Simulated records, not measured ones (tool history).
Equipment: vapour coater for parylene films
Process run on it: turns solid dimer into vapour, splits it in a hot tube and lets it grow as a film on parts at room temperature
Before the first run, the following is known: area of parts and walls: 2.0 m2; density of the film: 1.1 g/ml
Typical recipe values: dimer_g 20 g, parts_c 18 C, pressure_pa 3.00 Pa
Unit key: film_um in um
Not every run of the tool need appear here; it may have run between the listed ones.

{"run": 1, "hour": 0.0, "dimer_g": 20, "parts_c": 18, "pressure_pa": 3.0, "film_um": 6.06}
{"run": 2, "hour": 46.8, "dimer_g": 20, "parts_c": 18, "pressure_pa": 3.0, "film_um": 5.96}
{"hour": 82.6, "done": "trap's valve overhauled"}
{"run": 3, "hour": 84.5, "dimer_g": 20, "parts_c": 18, "pressure_pa": 3.0, "film_um": 6.37}
{"run": 4, "hour": 128.6, "dimer_g": 20, "parts_c": 18, "pressure_pa": 3.0, "film_um": 6.31}
{"run": 5, "hour": 179.3, "dimer_g": 20, "parts_c": 18, "pressure_pa": 3.0, "film_um": 6.16}
{"run": 6, "hour": 246.2, "dimer_g": 20, "parts_c": 18, "pressure_pa": 3.0, "film_um": 6.11}
{"run": 7, "hour": 276.4, "dimer_g": 20, "parts_c": 18, "pressure_pa": 4.88, "film_um": 5.37}
{"run": 8, "hour": 342.0, "dimer_g": 20, "parts_c": 28, "pressure_pa": 4.88, "film_um": 4.49}
{"hour": 361.7, "done": "trap's valve overhauled"}
{"run": 9, "hour": 379.8, "dimer_g": 20, "parts_c": 28, "pressure_pa": 4.88, "film_um": 4.81}
{"run": 10, "hour": 443.9, "dimer_g": 20, "parts_c": 18, "pressure_pa": 8.06, "film_um": 4.93}
{"hour": 473.9, "done": "table's thermometer calibrated"}
{"run": 11, "hour": 495.3, "dimer_g": 20, "parts_c": 18, "pressure_pa": 2.18, "film_um": 6.66}
{"run": 12, "hour": 528.5, "dimer_g": 20, "parts_c": 18, "pressure_pa": 2.18, "film_um": 6.71}
{"run": 13, "hour": 569.5, "dimer_g": 20, "parts_c": 18, "pressure_pa": 2.18, "film_um": 6.56}
{"run": 14, "hour": 625.5, "dimer_g": 34, "parts_c": 18, "pressure_pa": 3.0, "film_um": 10.19}
{"hour": 642.8, "done": "trap's valve overhauled"}
{"run": 15, "hour": 691.1, "dimer_g": 13, "parts_c": 18, "pressure_pa": 3.0, "film_um": 4.15}
{"run": 16, "hour": 747.5, "dimer_g": 13, "parts_c": 18, "pressure_pa": 3.0, "film_um": 4.07}
{"run": 17, "hour": 776.1, "dimer_g": 17, "parts_c": 26, "pressure_pa": 3.0, "film_um": 4.68}
{"run": 18, "hour": 814.7, "dimer_g": 17, "parts_c": 26, "pressure_pa": 3.0, "film_um": 4.62}
{"run": 19, "hour": 880.5, "dimer_g": 17, "parts_c": 26, "pressure_pa": 3.0, "film_um": 4.57}
{"hour": 922.5, "done": "trap's valve overhauled"}
{"run": 20, "hour": 937.5, "dimer_g": 33, "parts_c": 26, "pressure_pa": 3.64, "film_um": 8.85}
{"run": 21, "hour": 967.6, "dimer_g": 33, "parts_c": 26, "pressure_pa": 3.64, "film_um": 8.77}
{"run": 22, "hour": 1028.4, "dimer_g": 33, "parts_c": 26, "pressure_pa": 3.64, "film_um": 8.67}
{"run": 23, "hour": 1084.3, "dimer_g": 14, "parts_c": 25, "pressure_pa": 5.3, "film_um": 3.34}
{"run": 24, "hour": 1135.1, "dimer_g": 21, "parts_c": 18, "pressure_pa": 3.0, "film_um": 6.34}
{"run": 25, "hour": 1186.1, "dimer_g": 21, "parts_c": 18, "pressure_pa": 3.0, "film_um": 6.2}
{"hour": 1203.0, "done": "trap's valve overhauled"}
{"run": 26, "hour": 1253.4, "dimer_g": 21, "parts_c": 18, "pressure_pa": 3.0, "film_um": 6.69}
{"run": 27, "hour": 1304.6, "dimer_g": 21, "parts_c": 18, "pressure_pa": 3.0, "film_um": 6.58}
{"run": 28, "hour": 1333.7, "dimer_g": 16, "parts_c": 18, "pressure_pa": 8.63, "film_um": 3.81}
{"run": 29, "hour": 1393.7, "dimer_g": 26, "parts_c": 14, "pressure_pa": 2.41, "film_um": 8.9}
{"run": 30, "hour": 1458.0, "dimer_g": 26, "parts_c": 14, "pressure_pa": 2.41, "film_um": 8.63}
{"hour": 1481.7, "done": "trap's valve overhauled"}
{"run": 31, "hour": 1521.1, "dimer_g": 20, "parts_c": 18, "pressure_pa": 7.22, "film_um": 5.11}
{"run": 32, "hour": 1561.3, "dimer_g": 20, "parts_c": 18, "pressure_pa": 9.47, "film_um": 4.74}

Below, some changes in film_um between adjacent runs. For each, the amount present without the hidden state too (settings, incoming material, random variation) and the amount remaining for the hidden state with gauge scatter not shared by both compared results:
Hidden state present: vapour lost through the trap's worn valve, %; true temperature of the parts over the reading, C; drift of the gauge itself on film_um, %.
Run 2 -> 3: trap's valve overhauled. film_um +0.41 um: hidden state +0.39, all else +0.02.
Run 14 -> 15: dimer_g 34 -> 13, trap's valve overhauled. film_um -6.04 um: hidden state +0.68, all else -6.72.
Run 22 -> 23: dimer_g 33 -> 14, parts_c 26 -> 25, pressure_pa 3.64 -> 5.30. film_um -5.33 um: hidden state +0.11, all else -5.44.
Run 28 -> 29: dimer_g 16 -> 26, parts_c 18 -> 14, pressure_pa 8.63 -> 2.41. film_um +5.09 um: hidden state -0.37, all else +5.46.
Run 30 -> 31: dimer_g 26 -> 20, parts_c 14 -> 18, pressure_pa 2.41 -> 7.22, trap's valve overhauled. film_um -3.52 um: hidden state +0.58, all else -4.10.
